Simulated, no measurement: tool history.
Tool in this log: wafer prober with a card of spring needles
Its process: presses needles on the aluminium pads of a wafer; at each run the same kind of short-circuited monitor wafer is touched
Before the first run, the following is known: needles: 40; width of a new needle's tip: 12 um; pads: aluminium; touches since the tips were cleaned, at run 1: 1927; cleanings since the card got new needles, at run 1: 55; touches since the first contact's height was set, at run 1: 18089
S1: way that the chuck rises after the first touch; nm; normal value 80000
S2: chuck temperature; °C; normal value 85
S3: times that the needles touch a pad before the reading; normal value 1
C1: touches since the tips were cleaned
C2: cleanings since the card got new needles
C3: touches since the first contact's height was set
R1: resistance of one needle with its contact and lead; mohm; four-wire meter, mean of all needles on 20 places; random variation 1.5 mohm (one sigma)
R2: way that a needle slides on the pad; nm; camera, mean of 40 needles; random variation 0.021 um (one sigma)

run   hour     S1  S2  S3    C1  C2     C3   R1    R2
  1      0  80000  85   1  1927  55  18089  188  9580
       4.7  -- tips cleaned on abrasive film
      16.7  -- tips cleaned on abrasive film
  2   26.3  80000  85   1  2201  57  24056  192  9570
      28.3  -- tips cleaned on abrasive film
  3   39.1  80000  85   1  2461  58  26935  197  9600
        41  -- tips cleaned on abrasive film
  4   51.4  80000  85   1  2380  59  29728  194  9590
        53  -- tips cleaned on abrasive film
      65.5  -- tips cleaned on abrasive film
  5   65.6  80000  55   1    27  61  32917  141  9540
        78  -- tips cleaned on abrasive film
  6     80  80000  85   1   438  62  36174  162  9550
      91.2  -- tips cleaned on abrasive film
     102.8  -- tips cleaned on abrasive film
  7  107.5  80000  85   1  1072  64  42416  174  9500
     114.6  -- tips cleaned on abrasive film
  8  125.1  80000  85   1  2398  65  46401  196  9490
       127  -- tips cleaned on abrasive film
     138.5  -- tips cleaned on abrasive film
  9  143.2  80000  85   1  1079  67  50500  171  9500
     150.8  -- tips cleaned on abrasive film
     162.4  -- tips cleaned on abrasive film
 10  165.8  80000  85   2   773  69  55600  156  9480
     175.2  -- tips cleaned on abrasive film
     188.3  -- tips cleaned on abrasive film
 11  188.4  80000  85   1    33  71  60723  148  9460
     200.9  -- tips cleaned on abrasive film
 12  209.7  80000  85   1  1986  72  65542  193  9470
     214.4  -- tips cleaned on abrasive film
     227.1  -- tips cleaned on abrasive film
 13  237.9  80000  85   1  2463  74  71933  195  9500
     240.6  -- tips cleaned on abrasive film
     252.9  -- tips cleaned on abrasive film
 14  258.3  80000  85   1  1241  76  76551  178  9450
     265.7  -- tips cleaned on abrasive film
     277.6  -- tips cleaned on abrasive film
 15  277.6  80000  85   1     0  78  80921  143  9460
     289.6  -- tips cleaned on abrasive film
     301.2  -- tips cleaned on abrasive film
 16  306.8  80000  85   3  1268  80  87522  153  9420

Run 17 is up next; what results do you expect?
     314.4  -- tips cleaned on abrasive film
 17  322.2  80000  48   2  1781  81  91018   ?   ?

R1: 159 mohm
R2: 9460 nm
Were there no unlogged condition in the tool, this run, its random variation unchanged, would have produced R1 135 mohm, R2 9660 nm.

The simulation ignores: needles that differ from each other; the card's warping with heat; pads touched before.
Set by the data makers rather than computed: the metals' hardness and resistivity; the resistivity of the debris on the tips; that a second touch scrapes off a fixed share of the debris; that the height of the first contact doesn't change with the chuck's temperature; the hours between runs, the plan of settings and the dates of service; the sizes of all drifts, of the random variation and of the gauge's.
